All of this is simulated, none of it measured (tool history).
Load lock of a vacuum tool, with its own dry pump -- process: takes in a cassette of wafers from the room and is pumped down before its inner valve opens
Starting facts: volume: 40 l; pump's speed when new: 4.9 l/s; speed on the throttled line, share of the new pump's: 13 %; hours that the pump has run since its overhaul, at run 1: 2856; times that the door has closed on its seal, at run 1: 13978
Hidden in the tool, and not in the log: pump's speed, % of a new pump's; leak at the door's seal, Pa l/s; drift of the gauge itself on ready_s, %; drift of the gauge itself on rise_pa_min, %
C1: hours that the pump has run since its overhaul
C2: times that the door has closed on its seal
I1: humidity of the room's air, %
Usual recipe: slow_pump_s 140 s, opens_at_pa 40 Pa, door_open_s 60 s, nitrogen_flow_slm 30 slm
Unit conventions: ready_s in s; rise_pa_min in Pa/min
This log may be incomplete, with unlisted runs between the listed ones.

run 1 hour=0.0 | slow_pump_s=140 opens_at_pa=40 door_open_s=60 nitrogen_flow_slm=30 | C1=2856 C2=13978 | I1=47.0 | ready_s=185.9 rise_pa_min=0.081
run 2 hour=106.0 | slow_pump_s=105 opens_at_pa=40 door_open_s=60 nitrogen_flow_slm=30 | C1=2962 C2=14453 | I1=45.3 | ready_s=155.4 rise_pa_min=0.082
run 3 hour=272.7 | slow_pump_s=105 opens_at_pa=40 door_open_s=60 nitrogen_flow_slm=17 | C1=3129 C2=15200 | I1=42.3 | ready_s=155.5 rise_pa_min=0.087
run 4 hour=390.3 | slow_pump_s=140 opens_at_pa=40 door_open_s=60 nitrogen_flow_slm=8 | C1=3247 C2=15727 | I1=46.6 | ready_s=185.8 rise_pa_min=0.096
run 5 hour=533.5 | slow_pump_s=140 opens_at_pa=40 door_open_s=60 nitrogen_flow_slm=8 | C1=3390 C2=16369 | I1=46.4 | ready_s=186.1 rise_pa_min=0.101
run 6 hour=730.3 | slow_pump_s=81 opens_at_pa=40 door_open_s=60 nitrogen_flow_slm=8 | C1=3587 C2=17250 | I1=44.4 | ready_s=134.9 rise_pa_min=0.108
run 7 hour=914.2 | slow_pump_s=140 opens_at_pa=40 door_open_s=60 nitrogen_flow_slm=33 | C1=3771 C2=18074 | I1=45.4 | ready_s=185.3 rise_pa_min=0.091
run 8 hour=996.2 | slow_pump_s=140 opens_at_pa=40 door_open_s=60 nitrogen_flow_slm=30 | C1=3853 C2=18441 | I1=45.5 | ready_s=187.0 rise_pa_min=0.094
run 9 hour=1091.2 | slow_pump_s=140 opens_at_pa=40 door_open_s=60 nitrogen_flow_slm=30 | C1=3948 C2=18867 | I1=41.5 | ready_s=187.1 rise_pa_min=0.096
run 10 hour=1280.7 | slow_pump_s=140 opens_at_pa=40 door_open_s=60 nitrogen_flow_slm=30 | C1=4137 C2=19716 | I1=42.6 | ready_s=186.2 rise_pa_min=0.098
run 11 hour=1433.7 | slow_pump_s=247 opens_at_pa=46 door_open_s=60 nitrogen_flow_slm=23 | C1=4290 C2=20402 | I1=48.0 | ready_s=277.3 rise_pa_min=0.103

What will run 12 give?
run 12 hour=1596.8 | slow_pump_s=140 opens_at_pa=40 door_open_s=119 nitrogen_flow_slm=11 | C1=4453 C2=21132 | I1=47.0 | ready_s=? rise_pa_min=?

ready_s: 187.2 s
rise_pa_min: 0.161 Pa/min
On a tool with no hidden condition, and with the same random variation, this run would have come out at ready_s 185.6 s, rise_pa_min 0.090 Pa/min.

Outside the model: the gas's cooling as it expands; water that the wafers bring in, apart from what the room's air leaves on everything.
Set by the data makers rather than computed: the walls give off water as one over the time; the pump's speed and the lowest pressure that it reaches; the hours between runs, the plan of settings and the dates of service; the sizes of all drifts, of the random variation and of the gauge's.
